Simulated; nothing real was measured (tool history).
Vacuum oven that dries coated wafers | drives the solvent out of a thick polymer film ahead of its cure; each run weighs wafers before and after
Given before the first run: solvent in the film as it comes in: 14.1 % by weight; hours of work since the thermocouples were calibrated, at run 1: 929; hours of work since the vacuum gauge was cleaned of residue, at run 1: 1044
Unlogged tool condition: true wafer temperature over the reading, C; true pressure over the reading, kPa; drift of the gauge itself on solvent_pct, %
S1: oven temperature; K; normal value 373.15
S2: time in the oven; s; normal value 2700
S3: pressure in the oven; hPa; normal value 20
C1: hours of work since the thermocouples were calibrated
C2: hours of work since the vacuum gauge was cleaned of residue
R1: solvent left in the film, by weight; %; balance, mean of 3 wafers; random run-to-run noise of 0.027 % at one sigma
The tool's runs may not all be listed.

| run | hour | S1 | S2 | S3 | C1 | C2 | R1 |
|---|---|---|---|---|---|---|---|
| 1 | 0 | 373.15 | 2700 | 20 | 929 | 1044 | 2.63 |
|  | 64.7 | vacuum gauge cleaned of residue and calibrated |
| 2 | 67.5 | 373.15 | 2700 | 20 | 981 | 2 | 2.2 |
| 3 | 137.1 | 373.15 | 3720 | 20 | 1036 | 57 | 1.86 |
| 4 | 180.9 | 372.15 | 3720 | 20 | 1070 | 91 | 2 |
| 5 | 260.5 | 372.15 | 3720 | 20 | 1132 | 153 | 2 |
| 6 | 325.8 | 372.15 | 3720 | 20 | 1183 | 204 | 1.98 |
|  | 383.1 | oven's thermocouples calibrated |
| 7 | 418.7 | 372.15 | 3720 | 20 | 28 | 275 | 1.96 |
| 8 | 510.9 | 372.15 | 3720 | 20 | 100 | 348 | 1.99 |
| 9 | 602.2 | 372.15 | 3720 | 15.3 | 171 | 419 | 1.63 |
| 10 | 669.3 | 373.15 | 2700 | 54.3 | 224 | 472 | 4.92 |
| 11 | 725.4 | 373.15 | 2700 | 20 | 268 | 516 | 2.34 |
| 12 | 814.5 | 373.15 | 1920 | 20 | 338 | 585 | 3.11 |
| 13 | 886.6 | 373.15 | 1920 | 20 | 394 | 642 | 3.08 |
| 14 | 940.9 | 373.15 | 1920 | 20 | 437 | 684 | 3.17 |
| 15 | 1041.6 | 373.15 | 1920 | 20 | 515 | 763 | 3.16 |
| 16 | 1141.4 | 373.15 | 4620 | 20 | 593 | 841 | 2.02 |
| 17 | 1234.6 | 373.15 | 2700 | 20 | 666 | 914 | 2.54 |
| 18 | 1293.7 | 373.15 | 2700 | 20 | 713 | 960 | 2.59 |
| 19 | 1348.4 | 373.15 | 2700 | 20 | 756 | 1003 | 2.58 |
|  | 1457.6 | vacuum gauge cleaned of residue and calibrated |
| 20 | 1457.6 | 378.15 | 1800 | 20 | 840 | 0 | 2.22 |
| 21 | 1504 | 384.15 | 4080 | 20 | 876 | 36 | 1.09 |
| 22 | 1582.4 | 384.15 | 1800 | 30.7 | 938 | 98 | 2 |
| 23 | 1662.6 | 384.15 | 1800 | 30.7 | 1000 | 161 | 2.06 |
| 24 | 1710.8 | 369.15 | 4440 | 20 | 1038 | 198 | 2.18 |
| 25 | 1805.3 | 369.15 | 2460 | 55.3 | 1112 | 272 | 6.33 |
| 26 | 1898.4 | 369.15 | 3600 | 24.4 | 1185 | 345 | 2.96 |
|  | 1956.6 | oven's thermocouples calibrated |
| 27 | 1994.1 | 369.15 | 3600 | 24.4 | 29 | 418 | 2.79 |
| 28 | 2095 | 373.15 | 2040 | 12.3 | 108 | 497 | 2.3 |
| 29 | 2144.6 | 361.15 | 2040 | 12.3 | 147 | 536 | 5.31 |
| 30 | 2206.1 | 388.15 | 2700 | 32.6 | 195 | 584 | 1.61 |
| 31 | 2295.7 | 388.15 | 2700 | 32.6 | 265 | 654 | 1.68 |
| 32 | 2386.3 | 388.15 | 2700 | 32.6 | 336 | 725 | 1.73 |
| 33 | 2441.7 | 377.15 | 2700 | 40.3 | 380 | 769 | 3.25 |
| 34 | 2525.4 | 371.15 | 2700 | 12.6 | 445 | 834 | 2.22 |
| 35 | 2569.6 | 377.15 | 2700 | 17.3 | 480 | 869 | 1.74 |

Predict each of these 5 candidate next runs independently; none follows another, all start after run 35:
| A | 2645.5 | 377.15 | 3360 | 17.3 | 539 | 928 | ? |
| B | 2645.5 | 379.15 | 1620 | 43.9 | 539 | 928 | ? |
| C | 2645.5 | 377.15 | 3000 | 32 | 539 | 928 | ? |
| D | 2645.5 | 366.15 | 1320 | 17.3 | 539 | 928 | ? |
| E | 2645.5 | 373.15 | 4260 | 55.1 | 539 | 928 | ? |

| run | R1 |
|---|---|
| A | 1.61 |
| B | 3.9 |
| C | 2.65 |
| D | 5.99 |
| E | 4.92 |
Take away the tool's hidden state, keep each run's random variation, and the runs would have read:
| run | R1 |
|---|---|
| A | 1.3 |
| B | 3.6 |
| C | 2.34 |
| D | 5.64 |
| E | 4.54 |

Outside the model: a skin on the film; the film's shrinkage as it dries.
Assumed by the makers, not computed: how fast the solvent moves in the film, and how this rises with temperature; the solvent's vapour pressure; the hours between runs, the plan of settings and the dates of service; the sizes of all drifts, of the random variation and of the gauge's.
